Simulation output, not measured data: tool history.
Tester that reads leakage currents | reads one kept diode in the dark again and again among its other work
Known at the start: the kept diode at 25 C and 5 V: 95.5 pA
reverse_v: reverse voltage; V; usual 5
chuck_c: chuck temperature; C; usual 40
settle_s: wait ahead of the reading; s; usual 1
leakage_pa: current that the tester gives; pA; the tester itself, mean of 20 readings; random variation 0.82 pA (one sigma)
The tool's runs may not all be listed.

run 1 day=0 | reverse_v=5 chuck_c=40 settle_s=1 | leakage_pa=295.03
-- day=0.879 chuck's temperature calibrated
run 2 day=1.529 | reverse_v=5 chuck_c=40 settle_s=1 | leakage_pa=279.27
run 3 day=3.171 | reverse_v=5 chuck_c=40 settle_s=1 | leakage_pa=279.95
run 4 day=4.362 | reverse_v=5 chuck_c=40 settle_s=1 | leakage_pa=280.83
run 5 day=6.429 | reverse_v=5 chuck_c=40 settle_s=1 | leakage_pa=282.25
run 6 day=8.617 | reverse_v=5 chuck_c=40 settle_s=3.99 | leakage_pa=284.27
run 7 day=10.575 | reverse_v=5 chuck_c=40 settle_s=3.99 | leakage_pa=284.76
run 8 day=11.546 | reverse_v=5 chuck_c=40 settle_s=3.99 | leakage_pa=284.33
run 9 day=13.729 | reverse_v=5 chuck_c=40 settle_s=1 | leakage_pa=285.99
run 10 day=15.05 | reverse_v=5 chuck_c=40 settle_s=1 | leakage_pa=287.74
run 11 day=17.096 | reverse_v=5 chuck_c=40 settle_s=1 | leakage_pa=285.23
run 12 day=18.371 | reverse_v=5 chuck_c=40 settle_s=1 | leakage_pa=287.47
run 13 day=20.096 | reverse_v=5 chuck_c=21 settle_s=6.91 | leakage_pa=79.25
run 14 day=22.183 | reverse_v=2.3 chuck_c=32 settle_s=0.46 | leakage_pa=111.17
run 15 day=23.162 | reverse_v=11.43 chuck_c=24 settle_s=0.58 | leakage_pa=160.25
run 16 day=24.175 | reverse_v=8.04 chuck_c=58 settle_s=0.58 | leakage_pa=1148.89
run 17 day=26.05 | reverse_v=8.04 chuck_c=58 settle_s=0.58 | leakage_pa=1151.49
run 18 day=27.383 | reverse_v=13.54 chuck_c=46 settle_s=4.21 | leakage_pa=741.83
run 19 day=29.258 | reverse_v=1.45 chuck_c=25 settle_s=2.76 | leakage_pa=53.49
run 20 day=31.042 | reverse_v=1.45 chuck_c=25 settle_s=2.76 | leakage_pa=53.57
run 21 day=32.933 | reverse_v=18.97 chuck_c=22 settle_s=1.18 | leakage_pa=195.18
run 22 day=34.658 | reverse_v=18.97 chuck_c=22 settle_s=1.18 | leakage_pa=195.73
run 23 day=36.875 | reverse_v=9.99 chuck_c=57 settle_s=3.48 | leakage_pa=1239.04

Forecast each of these 4 alternatives for the next run:
run A day=38.733 | reverse_v=9.99 chuck_c=57 settle_s=0.5 | leakage_pa=?
run B day=38.733 | reverse_v=11.21 chuck_c=43 settle_s=8.1 | leakage_pa=?
run C day=38.733 | reverse_v=3.24 chuck_c=34 settle_s=6.05 | leakage_pa=?
run D day=38.733 | reverse_v=9.18 chuck_c=20 settle_s=0.87 | leakage_pa=?

run=A leakage_pa=1242.33
run=B leakage_pa=561.55
run=C leakage_pa=158.89
run=D leakage_pa=112.89
Without the tool's hidden state the same runs would have given:
run=A leakage_pa=1165.44
run=B leakage_pa=514.43
run=C leakage_pa=144.89
run=D leakage_pa=92.35

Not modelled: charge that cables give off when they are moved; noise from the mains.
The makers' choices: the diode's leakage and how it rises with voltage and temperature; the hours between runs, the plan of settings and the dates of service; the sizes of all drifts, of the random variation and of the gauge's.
